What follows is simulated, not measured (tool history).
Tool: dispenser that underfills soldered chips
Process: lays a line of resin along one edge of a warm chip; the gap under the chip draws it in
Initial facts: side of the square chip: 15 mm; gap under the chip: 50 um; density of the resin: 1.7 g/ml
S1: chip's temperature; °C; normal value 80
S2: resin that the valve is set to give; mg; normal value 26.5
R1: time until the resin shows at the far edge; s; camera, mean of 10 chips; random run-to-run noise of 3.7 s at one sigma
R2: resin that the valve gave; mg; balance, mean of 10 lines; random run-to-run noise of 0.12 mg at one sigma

run	day	S1	S2	R1	R2
1	0.000	80	26.5	636.2	23.37
# day 0.138: dispensing valve cleaned and set on the balance
# day 0.262: new syringe of resin
2	0.308	80	26.5	381.7	26.42
3	0.571	80	26.5	519.2	26.29
4	0.792	80	26.5	659.2	26.29
# day 0.962: new syringe of resin
5	1.217	80	26.5	494.5	26.28
6	1.617	80	26.5	785.6	25.89
# day 1.658: new syringe of resin
7	1.879	91	28.9	335.2	28.28
8	2.275	71	27.3	943.2	26.28
# day 2.367: new syringe of resin
9	2.550	71	27.3	574.7	26.28
10	2.829	66	23.3	984.6	22.12
# day 3.071: new syringe of resin
11	3.142	69	23.3	558.4	22.15

Predict the results of run 12:
12	3.433	69	23.3	?	?

{"run 12": {"R1": 801.2, "R2": 22.16}}
If the tool had no hidden condition, the same run with the same run-to-run variation would have returned R1 540.3 s, R2 23.41 mg.
